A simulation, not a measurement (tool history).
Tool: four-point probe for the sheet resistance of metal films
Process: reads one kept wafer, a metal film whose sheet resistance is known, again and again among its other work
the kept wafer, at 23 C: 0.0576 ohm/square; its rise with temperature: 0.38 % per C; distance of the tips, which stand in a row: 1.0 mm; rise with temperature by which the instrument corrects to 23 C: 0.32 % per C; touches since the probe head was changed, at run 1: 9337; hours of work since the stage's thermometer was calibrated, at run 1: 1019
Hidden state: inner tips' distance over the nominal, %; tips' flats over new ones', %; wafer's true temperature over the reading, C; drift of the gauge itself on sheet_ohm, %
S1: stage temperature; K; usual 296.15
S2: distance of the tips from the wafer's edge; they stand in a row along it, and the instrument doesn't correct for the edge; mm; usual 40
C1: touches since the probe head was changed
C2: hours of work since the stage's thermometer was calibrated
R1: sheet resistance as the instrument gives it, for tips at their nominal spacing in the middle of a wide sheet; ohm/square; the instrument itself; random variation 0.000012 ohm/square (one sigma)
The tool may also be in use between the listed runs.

run	hour	S1	S2	C1	C2	R1
1	0.0	296.15	40	9337	1019	0.057482
2	28.2	296.15	40	9884	1038	0.057501
3	60.0	296.15	40	10501	1060	0.057471
4	102.6	296.15	40	11326	1089	0.057488
5	142.5	296.15	40	12099	1117	0.057508
6	181.0	296.15	40	12846	1143	0.057503
7	199.0	293.15	40	13195	1156	0.057416
8	216.7	296.15	7	13537	1168	0.058134
9	236.3	296.15	7	13917	1181	0.058112
10	263.3	296.15	7	14441	1200	0.058127
11	286.9	292.15	59	14899	1216	0.057355
12	315.2	292.15	59	15447	1236	0.057387
13	351.6	293.15	40	16154	1261	0.057422
14	387.3	293.15	40	16845	1285	0.057400
15	412.9	293.15	40	17342	1303	0.057420
16	440.9	293.15	40	17885	1322	0.057431
17	470.8	292.15	30	18465	1343	0.057411
18	510.1	292.15	30	19226	1370	0.057413

Measured less the same run without the tool's hidden state. The same run-to-run variation is in both; the gauge's scatter may not be:
run	R1
1	-0.000127
2	-0.000125
3	-0.000122
4	-0.000119
5	-0.000117
6	-0.000114
7	-0.000112
8	-0.000112
9	-0.000112
10	-0.000110
11	-0.000106
12	-0.000103
13	-0.000101
14	-0.000098
15	-0.000097
16	-0.000094
17	-0.000092
18	-0.000090
